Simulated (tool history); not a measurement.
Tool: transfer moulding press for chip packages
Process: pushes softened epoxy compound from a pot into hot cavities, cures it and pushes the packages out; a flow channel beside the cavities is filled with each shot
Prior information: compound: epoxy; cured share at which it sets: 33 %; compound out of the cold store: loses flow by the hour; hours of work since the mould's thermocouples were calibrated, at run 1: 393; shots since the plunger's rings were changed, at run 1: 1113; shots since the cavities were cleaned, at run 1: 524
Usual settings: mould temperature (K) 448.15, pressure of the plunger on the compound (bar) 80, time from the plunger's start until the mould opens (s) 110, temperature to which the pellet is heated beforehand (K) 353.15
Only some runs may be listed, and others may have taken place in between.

run   hour  mould temperature (K)  pressure of the plunger on the compound (bar)  time from the plunger's start until the mould opens (s)  temperature to which the pellet is heated beforehand (K)  hours of work since the mould's thermocouples were calibrated  shots since the plunger's rings were changed  shots since the cavities were cleaned  incoming compound's hours out of the cold store  length that the compound runs in the flow channel (mm)  greatest force on the pins that push the packages out (N)
  1      0                 448.15                                             80                                                      110                                                    353.15                                                            393                                          1113                                    524                                             33.9                                                     527                                                        406
      10.9  -- cavities cleaned with cleaning compound and waxed
      61.9  -- cavities cleaned with cleaning compound and waxed
  2   82.1                 448.15                                             80                                                      110                                                    353.15                                                            454                                          2182                                    273                                             12.6                                                     573                                                        366
     112.2  -- cavities cleaned with cleaning compound and waxed
  3  118.5                 448.15                                             80                                                      110                                                    353.15                                                            481                                          2653                                     84                                             19.6                                                     547                                                        312
     157.8  -- cavities cleaned with cleaning compound and waxed
  4  188.8                 448.15                                             80                                                      110                                                    353.15                                                            534                                          3583                                    420                                             16.6                                                     545                                                        418
     206.3  -- cavities cleaned with cleaning compound and waxed
  5  233.2                 448.15                                             80                                                      110                                                    353.15                                                            567                                          4162                                    363                                             14.7                                                     544                                                        400
     257.7  -- cavities cleaned with cleaning compound and waxed
     305.3  -- cavities cleaned with cleaning compound and waxed
  6  310.2                 448.15                                             80                                                      110                                                    353.15                                                            625                                          5162                                     67                                             24.5                                                     512                                                        295
     322.6  -- plunger's sealing rings changed
     357.7  -- cavities cleaned with cleaning compound and waxed
  7  359.2                 448.15                                             80                                                      110                                                    353.15                                                            659                                           475                                     21                                             44.6                                                     516                                                        279
       406  -- cavities cleaned with cleaning compound and waxed
  8    406                 448.15                                             80                                                      110                                                    353.15                                                            694                                          1086                                      0                                             14.6                                                     573                                                        292
     452.7  -- cavities cleaned with cleaning compound and waxed
  9  466.2                 448.15                                             80                                                      110                                                    353.15                                                            740                                          1880                                    183                                             21.3                                                     554                                                        356
     499.9  -- cavities cleaned with cleaning compound and waxed
 10    536                 448.15                                           60.2                                                      110                                                    353.15                                                            793                                          2802                                    488                                             18.7                                                     474                                                        443
     548.7  -- cavities cleaned with cleaning compound and waxed
     554.6  -- mould's thermocouples calibrated
 11  581.9                 448.15                                           60.2                                                      110                                                    353.15                                                             21                                          3374                                    420                                               23                                                     464                                                        380
     596.6  -- cavities cleaned with cleaning compound and waxed
 12  630.5                 448.15                                             80                                                      130                                                    353.15                                                             58                                          4011                                    459                                               47                                                     479                                                        341
     646.7  -- cavities cleaned with cleaning compound and waxed
 13    673                 448.15                                             80                                                      130                                                    353.15                                                             89                                          4564                                    355                                             14.3                                                     542                                                        351
     694.1  -- cavities cleaned with cleaning compound and waxed
     732.9  -- plunger's sealing rings changed
 14    738                 448.15                                             80                                                      130                                                    353.15                                                            137                                            69                                    560                                             23.9                                                     558                                                        384
       744  -- cavities cleaned with cleaning compound and waxed
     789.6  -- cavities cleaned with cleaning compound and waxed
 15  789.6                 448.15                                             80                                                      130                                                    353.15                                                            174                                           725                                      0                                             36.2                                                     528                                                        253
     835.4  -- cavities cleaned with cleaning compound and waxed
 16  843.8                 448.15                                             80                                                      130                                                    353.15                                                            215                                          1437                                    114                                             47.1                                                     497                                                        277
     885.6  -- cavities cleaned with cleaning compound and waxed
 17  895.7                 450.15                                             80                                                      128                                                    358.15                                                            254                                          2118                                    137                                             30.4                                                     520                                                        266
     933.8  -- cavities cleaned with cleaning compound and waxed
 18  952.7                 450.15                                             80                                                      128                                                    358.15                                                            297                                          2868                                    255                                             32.8                                                     507                                                        307

What does the tool deliver on the next run?
      985.5  -- cavities cleaned with cleaning compound and waxed
 19  1007.6                 448.15                                             80                                                      147                                                    362.15                                                            338                                          3589                                    298                                             16.2                                                       ?                                                          ?

length that the compound runs in the flow channel (mm): 548
greatest force on the pins that push the packages out (N): 327
The same run, on a tool lacking any hidden state, would have yielded length that the compound runs in the flow channel (mm) 581, greatest force on the pins that push the packages out (N) 237.
